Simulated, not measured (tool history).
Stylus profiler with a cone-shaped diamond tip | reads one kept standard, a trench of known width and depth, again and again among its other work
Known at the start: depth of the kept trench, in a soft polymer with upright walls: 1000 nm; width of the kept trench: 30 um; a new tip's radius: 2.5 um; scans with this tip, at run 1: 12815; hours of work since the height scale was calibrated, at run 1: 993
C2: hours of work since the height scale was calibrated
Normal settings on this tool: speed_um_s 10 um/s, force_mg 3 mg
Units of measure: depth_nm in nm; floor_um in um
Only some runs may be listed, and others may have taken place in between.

{"run": 1, "hour": 0.0, "speed_um_s": 10, "force_mg": 3, "scans with this tip": 12815, "C2": 993, "depth_nm": 1018.92, "floor_um": 25.08}
{"run": 2, "hour": 24.4, "speed_um_s": 10, "force_mg": 3, "scans with this tip": 12986, "C2": 1007, "depth_nm": 1019.1, "floor_um": 24.97}
{"run": 3, "hour": 67.7, "speed_um_s": 10, "force_mg": 3, "scans with this tip": 13289, "C2": 1030, "depth_nm": 1019.03, "floor_um": 25.02}
{"run": 4, "hour": 113.6, "speed_um_s": 10, "force_mg": 3, "scans with this tip": 13609, "C2": 1055, "depth_nm": 1018.83, "floor_um": 24.95}
{"run": 5, "hour": 142.7, "speed_um_s": 10, "force_mg": 1.37, "scans with this tip": 13813, "C2": 1071, "depth_nm": 1012.24, "floor_um": 24.93}
{"run": 6, "hour": 164.5, "speed_um_s": 10, "force_mg": 3, "scans with this tip": 13965, "C2": 1082, "depth_nm": 1019.1, "floor_um": 24.92}
{"run": 7, "hour": 192.8, "speed_um_s": 10, "force_mg": 3, "scans with this tip": 14163, "C2": 1098, "depth_nm": 1019.07, "floor_um": 24.89}
{"run": 8, "hour": 217.9, "speed_um_s": 10, "force_mg": 3, "scans with this tip": 14338, "C2": 1111, "depth_nm": 1019.09, "floor_um": 24.9}
{"run": 9, "hour": 241.2, "speed_um_s": 10, "force_mg": 3, "scans with this tip": 14501, "C2": 1124, "depth_nm": 1019.27, "floor_um": 24.9}
{"run": 10, "hour": 261.7, "speed_um_s": 10, "force_mg": 3, "scans with this tip": 14645, "C2": 1135, "depth_nm": 1019.18, "floor_um": 24.91}
{"run": 11, "hour": 304.0, "speed_um_s": 10, "force_mg": 3, "scans with this tip": 14940, "C2": 1158, "depth_nm": 1019.12, "floor_um": 24.89}
{"run": 12, "hour": 346.5, "speed_um_s": 10, "force_mg": 1.4, "scans with this tip": 15238, "C2": 1181, "depth_nm": 1012.46, "floor_um": 24.8}
{"run": 13, "hour": 372.3, "speed_um_s": 10, "force_mg": 1.4, "scans with this tip": 15418, "C2": 1195, "depth_nm": 1012.57, "floor_um": 24.8}
{"run": 14, "hour": 395.9, "speed_um_s": 10, "force_mg": 1.4, "scans with this tip": 15583, "C2": 1208, "depth_nm": 1012.59, "floor_um": 24.82}
{"run": 15, "hour": 426.8, "speed_um_s": 10, "force_mg": 1.4, "scans with this tip": 15799, "C2": 1225, "depth_nm": 1012.54, "floor_um": 24.81}
{"run": 16, "hour": 458.8, "speed_um_s": 16, "force_mg": 3, "scans with this tip": 16022, "C2": 1242, "depth_nm": 1019.57, "floor_um": 24.74}
{"run": 17, "hour": 478.3, "speed_um_s": 10, "force_mg": 1.74, "scans with this tip": 16159, "C2": 1252, "depth_nm": 1014.15, "floor_um": 24.79}
{"run": 18, "hour": 521.5, "speed_um_s": 10, "force_mg": 1.74, "scans with this tip": 16461, "C2": 1276, "depth_nm": 1014.26, "floor_um": 24.66}
{"run": 19, "hour": 551.2, "speed_um_s": 10, "force_mg": 3, "scans with this tip": 16669, "C2": 1292, "depth_nm": 1019.49, "floor_um": 24.72}
{"run": 20, "hour": 580.4, "speed_um_s": 11, "force_mg": 3, "scans with this tip": 16873, "C2": 1308, "depth_nm": 1019.62, "floor_um": 24.73}
{"run": 21, "hour": 606.6, "speed_um_s": 10, "force_mg": 3, "scans with this tip": 17056, "C2": 1322, "depth_nm": 1019.41, "floor_um": 24.76}
{"hour": 633.7, "done": "new tip fitted, height scale calibrated"}
{"run": 22, "hour": 653.4, "speed_um_s": 3, "force_mg": 3.75, "scans with this tip": 138, "C2": 11, "depth_nm": 1019.2, "floor_um": 26.04}
{"run": 23, "hour": 680.1, "speed_um_s": 25, "force_mg": 4.39, "scans with this tip": 325, "C2": 25, "depth_nm": 1021.26, "floor_um": 25.98}
{"run": 24, "hour": 724.1, "speed_um_s": 25, "force_mg": 4.39, "scans with this tip": 633, "C2": 49, "depth_nm": 1021.37, "floor_um": 25.88}
{"run": 25, "hour": 762.9, "speed_um_s": 25, "force_mg": 4.39, "scans with this tip": 904, "C2": 70, "depth_nm": 1021.29, "floor_um": 25.87}
{"run": 26, "hour": 801.2, "speed_um_s": 25, "force_mg": 4.39, "scans with this tip": 1171, "C2": 91, "depth_nm": 1021.46, "floor_um": 25.84}
{"run": 27, "hour": 826.0, "speed_um_s": 25, "force_mg": 4.39, "scans with this tip": 1345, "C2": 104, "depth_nm": 1021.39, "floor_um": 25.8}
{"run": 28, "hour": 871.9, "speed_um_s": 16, "force_mg": 1.64, "scans with this tip": 1665, "C2": 129, "depth_nm": 1011.1, "floor_um": 25.75}
{"run": 29, "hour": 915.7, "speed_um_s": 16, "force_mg": 1.64, "scans with this tip": 1972, "C2": 153, "depth_nm": 1011.03, "floor_um": 25.75}
{"run": 30, "hour": 943.4, "speed_um_s": 21, "force_mg": 1.07, "scans with this tip": 2165, "C2": 168, "depth_nm": 1008.25, "floor_um": 25.64}
{"run": 31, "hour": 975.6, "speed_um_s": 21, "force_mg": 1.14, "scans with this tip": 2390, "C2": 185, "depth_nm": 1008.93, "floor_um": 25.71}
{"run": 32, "hour": 1003.1, "speed_um_s": 21, "force_mg": 1.14, "scans with this tip": 2583, "C2": 200, "depth_nm": 1008.84, "floor_um": 25.65}
{"run": 33, "hour": 1039.8, "speed_um_s": 7, "force_mg": 3, "scans with this tip": 2840, "C2": 220, "depth_nm": 1016.59, "floor_um": 25.71}
{"run": 34, "hour": 1069.7, "speed_um_s": 7, "force_mg": 3, "scans with this tip": 3048, "C2": 236, "depth_nm": 1016.75, "floor_um": 25.72}
{"run": 35, "hour": 1094.0, "speed_um_s": 7, "force_mg": 3, "scans with this tip": 3218, "C2": 249, "depth_nm": 1016.96, "floor_um": 25.69}
{"run": 36, "hour": 1138.7, "speed_um_s": 10, "force_mg": 4.07, "scans with this tip": 3531, "C2": 274, "depth_nm": 1020.76, "floor_um": 25.64}
{"run": 37, "hour": 1172.3, "speed_um_s": 10, "force_mg": 4.07, "scans with this tip": 3766, "C2": 292, "depth_nm": 1020.73, "floor_um": 25.6}
{"run": 38, "hour": 1203.7, "speed_um_s": 30, "force_mg": 3.03, "scans with this tip": 3985, "C2": 309, "depth_nm": 1016.98, "floor_um": 25.5}
{"run": 39, "hour": 1246.3, "speed_um_s": 5, "force_mg": 4.15, "scans with this tip": 4283, "C2": 332, "depth_nm": 1021.26, "floor_um": 25.66}
{"run": 40, "hour": 1271.7, "speed_um_s": 11, "force_mg": 1.16, "scans with this tip": 4460, "C2": 346, "depth_nm": 1009.31, "floor_um": 25.61}
{"run": 41, "hour": 1292.3, "speed_um_s": 19, "force_mg": 1.49, "scans with this tip": 4604, "C2": 357, "depth_nm": 1011.01, "floor_um": 25.51}
{"run": 42, "hour": 1332.2, "speed_um_s": 19, "force_mg": 4.89, "scans with this tip": 4883, "C2": 378, "depth_nm": 1023.53, "floor_um": 25.52}

Table of differences, measured result less the result of that run with no hidden state. Run-to-run variation is the same in both. Gauge scatter possibly is not:
Hidden state present: radius of the tip, um; height scale over the true one, %; drift of the gauge itself on depth_nm, %; drift of the gauge itself on floor_um, %.
run=1 depth_nm=+2.23 floor_um=-0.94
run=2 depth_nm=+2.25 floor_um=-0.96
run=3 depth_nm=+2.3 floor_um=-0.98
run=4 depth_nm=+2.34 floor_um=-1
run=5 depth_nm=+2.36 floor_um=-1.01
run=6 depth_nm=+2.4 floor_um=-1.03
run=7 depth_nm=+2.42 floor_um=-1.04
run=8 depth_nm=+2.45 floor_um=-1.06
run=9 depth_nm=+2.47 floor_um=-1.07
run=10 depth_nm=+2.48 floor_um=-1.08
run=11 depth_nm=+2.53 floor_um=-1.09
run=12 depth_nm=+2.56 floor_um=-1.12
run=13 depth_nm=+2.59 floor_um=-1.13
run=14 depth_nm=+2.61 floor_um=-1.14
run=15 depth_nm=+2.64 floor_um=-1.15
run=16 depth_nm=+2.7 floor_um=-1.17
run=17 depth_nm=+2.7 floor_um=-1.18
run=18 depth_nm=+2.75 floor_um=-1.2
run=19 depth_nm=+2.79 floor_um=-1.21
run=20 depth_nm=+2.82 floor_um=-1.23
run=21 depth_nm=+2.85 floor_um=-1.24
run=22 depth_nm=-0.3 floor_um=+0
run=23 depth_nm=-0.26 floor_um=-0.02
run=24 depth_nm=-0.22 floor_um=-0.05
run=25 depth_nm=-0.18 floor_um=-0.08
run=26 depth_nm=-0.13 floor_um=-0.1
run=27 depth_nm=-0.11 floor_um=-0.11
run=28 depth_nm=-0.06 floor_um=-0.14
run=29 depth_nm=-0.01 floor_um=-0.17
run=30 depth_nm=+0.02 floor_um=-0.18
run=31 depth_nm=+0.05 floor_um=-0.2
run=32 depth_nm=+0.08 floor_um=-0.22
run=33 depth_nm=+0.11 floor_um=-0.24
run=34 depth_nm=+0.15 floor_um=-0.25
run=35 depth_nm=+0.17 floor_um=-0.27
run=36 depth_nm=+0.22 floor_um=-0.29
run=37 depth_nm=+0.26 floor_um=-0.32
run=38 depth_nm=+0.28 floor_um=-0.34
run=39 depth_nm=+0.33 floor_um=-0.36
run=40 depth_nm=+0.35 floor_um=-0.38
run=41 depth_nm=+0.38 floor_um=-0.38
run=42 depth_nm=+0.42 floor_um=-0.41
